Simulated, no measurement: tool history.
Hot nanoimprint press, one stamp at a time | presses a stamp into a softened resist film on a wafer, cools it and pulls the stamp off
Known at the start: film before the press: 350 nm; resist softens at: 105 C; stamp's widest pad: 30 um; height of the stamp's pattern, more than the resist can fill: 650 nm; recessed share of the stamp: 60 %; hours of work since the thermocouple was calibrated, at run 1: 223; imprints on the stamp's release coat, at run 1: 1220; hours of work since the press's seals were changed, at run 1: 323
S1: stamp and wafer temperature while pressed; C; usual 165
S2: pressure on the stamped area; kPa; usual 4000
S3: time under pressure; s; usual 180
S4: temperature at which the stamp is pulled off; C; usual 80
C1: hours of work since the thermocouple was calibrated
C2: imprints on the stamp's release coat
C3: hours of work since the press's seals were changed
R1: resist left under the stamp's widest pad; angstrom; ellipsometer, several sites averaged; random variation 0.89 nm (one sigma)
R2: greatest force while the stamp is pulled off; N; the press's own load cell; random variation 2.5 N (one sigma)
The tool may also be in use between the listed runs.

run   hour   S1    S2   S3  S4   C1    C2   C3    R1   R2
  1    0.0  165  4000  180  80  223  1220  323  1315  158
  2   10.4  165  4000  180  80  229  1239  329  1316  159
  3   27.6  165  4000  180  80  239  1271  339  1308  158
  4   41.8  165  4000  180  80  247  1298  347  1309  155
  5   55.4  165  4000  180  80  254  1323  354  1313  160
  6   72.5  168  4000  180  80  264  1354  364  1123  160
  7   84.2  168  5730  180  80  270  1376  370   953  155
  8   95.8  168  5730  180  80  277  1398  377   944  161
  9  107.8  168  5730  105  80  283  1420  383  1216  162
 10  123.3  168  5730  105  80  292  1449  392  1184  166
 11  133.0  168  5730  105  80  297  1467  397  1206  161
 12  150.2  168  5730  105  80  307  1499  407  1201  160
 13  166.6  165  4000  180  80  316  1529  416  1307  160
 14  174.4  165  4000  180  80  320  1543  420  1299  160
 15  184.0  165  4000  180  80  326  1561  426  1310  165
 16  202.0  165  4000  180  80  336  1595  436  1291  164
 17  217.8  165  4000  180  84  345  1624  445  1296  139
 18  230.2  165  4000  180  84  352  1647  452  1293  145
 19  239.8  170  3600  180  80  357  1665  457  1038  164
 20  257.3  170  4280  180  80  367  1697  467   964  165
 21  265.5  170  3040  335  84  371  1712  471   849  145
 22  278.1  163  4000  113  80  378  1736  478  1692  166
     293.8  -- plate thermocouple calibrated
 23  297.9  165  4070  204  80    2  1767  488  1312  174
 24  309.6  153  4360  108  79    9  1789  494  2723  178
 25  318.5  165  4000  144  69   14  1805  499  1515  225
 26  333.3  172  4000   99  69   22  1832  507  1246  228
 27  344.9  165  4000  180  67   28  1854  514  1363  235
 28  360.5  165  4000  180  67   37  1883  522  1370  236
 29  373.9  168  2720  316  85   45  1908  530  1094  149
 30  384.3  168  2720  316  85   50  1927  536  1081  154

Hidden state or all else? Some run-to-run changes of R1, split into what the settings, what came in and random variation would give without the hidden state, and what is left for the hidden state (with any gauge scatter that isn't in both results):
The hidden state here: true temperature over the reading, C; pressure that arrives at the usual setting, %; grip of the stamp's worn release coat, % over a new coat's; drift of the gauge itself on residual_nm, %; drift of the gauge itself on pull_off_n, %.
Run 18 -> 19: S1 165 -> 170, S2 4000 -> 3600, S4 84 -> 80. R1 -255 angstrom: hidden state +20, all else -275.
Run 21 -> 22: S1 170 -> 163, S2 3040 -> 4000, S3 335 -> 113, S4 84 -> 80. R1 +843 angstrom: hidden state -52, all else +895.
Run 22 -> 23: S1 163 -> 165, S2 4000 -> 4070, S3 113 -> 204, plate thermocouple calibrated. R1 -380 angstrom: hidden state +126, all else -506.
Run 23 -> 24: S1 165 -> 153, S2 4070 -> 4360, S3 204 -> 108, S4 80 -> 79. R1 +1411 angstrom: hidden state -2, all else +1413.
Run 24 -> 25: S1 153 -> 165, S2 4360 -> 4000, S3 108 -> 144, S4 79 -> 69. R1 -1208 angstrom: hidden state -1, all else -1207.

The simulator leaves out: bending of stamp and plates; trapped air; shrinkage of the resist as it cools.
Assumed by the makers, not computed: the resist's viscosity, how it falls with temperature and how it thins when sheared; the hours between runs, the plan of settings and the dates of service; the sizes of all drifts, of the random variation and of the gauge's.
